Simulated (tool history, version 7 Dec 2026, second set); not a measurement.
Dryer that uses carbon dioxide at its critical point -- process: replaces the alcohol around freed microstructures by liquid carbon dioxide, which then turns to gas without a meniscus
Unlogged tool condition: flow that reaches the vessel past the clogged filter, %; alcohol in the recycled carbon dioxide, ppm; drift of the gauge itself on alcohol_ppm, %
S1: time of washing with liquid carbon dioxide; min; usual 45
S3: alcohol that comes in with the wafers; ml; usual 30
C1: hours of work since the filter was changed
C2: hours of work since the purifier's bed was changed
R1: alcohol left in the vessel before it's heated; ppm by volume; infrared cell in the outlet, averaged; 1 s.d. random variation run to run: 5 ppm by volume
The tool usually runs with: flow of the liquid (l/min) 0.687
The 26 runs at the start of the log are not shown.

{"run": 27, "hour": 731.1, "S1": 40, "flow of the liquid (l/min)": 0.514, "S3": 30, "C1": 22, "C2": 554, "R1": 186}
{"run": 28, "hour": 764.1, "S1": 45, "flow of the liquid (l/min)": 0.687, "S3": 66, "C1": 45, "C2": 577, "R1": 85}
{"run": 29, "hour": 790.8, "S1": 65, "flow of the liquid (l/min)": 0.821, "S3": 49, "C1": 63, "C2": 596, "R1": 65}
{"run": 30, "hour": 815.0, "S1": 65, "flow of the liquid (l/min)": 0.821, "S3": 49, "C1": 81, "C2": 613, "R1": 52}
{"run": 31, "hour": 846.9, "S1": 51, "flow of the liquid (l/min)": 0.821, "S3": 35, "C1": 103, "C2": 635, "R1": 72}
{"run": 32, "hour": 884.8, "S1": 68, "flow of the liquid (l/min)": 0.509, "S3": 27, "C1": 130, "C2": 662, "R1": 69}
{"run": 33, "hour": 924.0, "S1": 38, "flow of the liquid (l/min)": 0.426, "S3": 23, "C1": 157, "C2": 690, "R1": 342}
{"run": 34, "hour": 951.5, "S1": 59, "flow of the liquid (l/min)": 0.424, "S3": 21, "C1": 176, "C2": 709, "R1": 114}
{"run": 35, "hour": 970.8, "S1": 49, "flow of the liquid (l/min)": 0.973, "S3": 55, "C1": 190, "C2": 723, "R1": 69}
{"run": 36, "hour": 1001.3, "S1": 38, "flow of the liquid (l/min)": 1.087, "S3": 73, "C1": 211, "C2": 744, "R1": 74}
{"run": 37, "hour": 1034.7, "S1": 38, "flow of the liquid (l/min)": 1.087, "S3": 73, "C1": 235, "C2": 767, "R1": 74}
{"run": 38, "hour": 1058.7, "S1": 38, "flow of the liquid (l/min)": 1.087, "S3": 73, "C1": 252, "C2": 784, "R1": 74}
{"run": 39, "hour": 1090.5, "S1": 45, "flow of the liquid (l/min)": 0.687, "S3": 49, "C1": 274, "C2": 807, "R1": 116}
{"hour": 1109.3, "done": "purifier's bed changed"}
{"run": 40, "hour": 1115.1, "S1": 45, "flow of the liquid (l/min)": 0.687, "S3": 49, "C1": 289, "C2": 4, "R1": 44}
{"run": 41, "hour": 1143.8, "S1": 70, "flow of the liquid (l/min)": 0.687, "S3": 54, "C1": 309, "C2": 24, "R1": 9}
{"run": 42, "hour": 1162.2, "S1": 70, "flow of the liquid (l/min)": 0.687, "S3": 54, "C1": 322, "C2": 37, "R1": 11}
{"run": 43, "hour": 1189.5, "S1": 45, "flow of the liquid (l/min)": 0.45, "S3": 30, "C1": 341, "C2": 56, "R1": 231}
{"run": 44, "hour": 1216.0, "S1": 33, "flow of the liquid (l/min)": 0.859, "S3": 28, "C1": 360, "C2": 75, "R1": 58}

Here are 5 independent what-if runs from the current tool condition. What would each one return?
{"run": "A", "hour": 1233.3, "S1": 57, "flow of the liquid (l/min)": 0.64, "S3": 28, "C1": 372, "C2": 87, "R1": "?"}
{"run": "B", "hour": 1233.3, "S1": 35, "flow of the liquid (l/min)": 0.511, "S3": 70, "C1": 372, "C2": 87, "R1": "?"}
{"run": "C", "hour": 1233.3, "S1": 39, "flow of the liquid (l/min)": 0.687, "S3": 30, "C1": 372, "C2": 87, "R1": "?"}
{"run": "D", "hour": 1233.3, "S1": 45, "flow of the liquid (l/min)": 0.426, "S3": 31, "C1": 372, "C2": 87, "R1": "?"}
{"run": "E", "hour": 1233.3, "S1": 31, "flow of the liquid (l/min)": 0.934, "S3": 91, "C1": 372, "C2": 87, "R1": "?"}

run=A R1=29
run=B R1=845
run=C R1=83
run=D R1=314
run=E R1=152
With no hidden state in the tool, these same runs would have given:
run=A R1=14
run=B R1=528
run=C R1=39
run=D R1=192
run=E R1=68

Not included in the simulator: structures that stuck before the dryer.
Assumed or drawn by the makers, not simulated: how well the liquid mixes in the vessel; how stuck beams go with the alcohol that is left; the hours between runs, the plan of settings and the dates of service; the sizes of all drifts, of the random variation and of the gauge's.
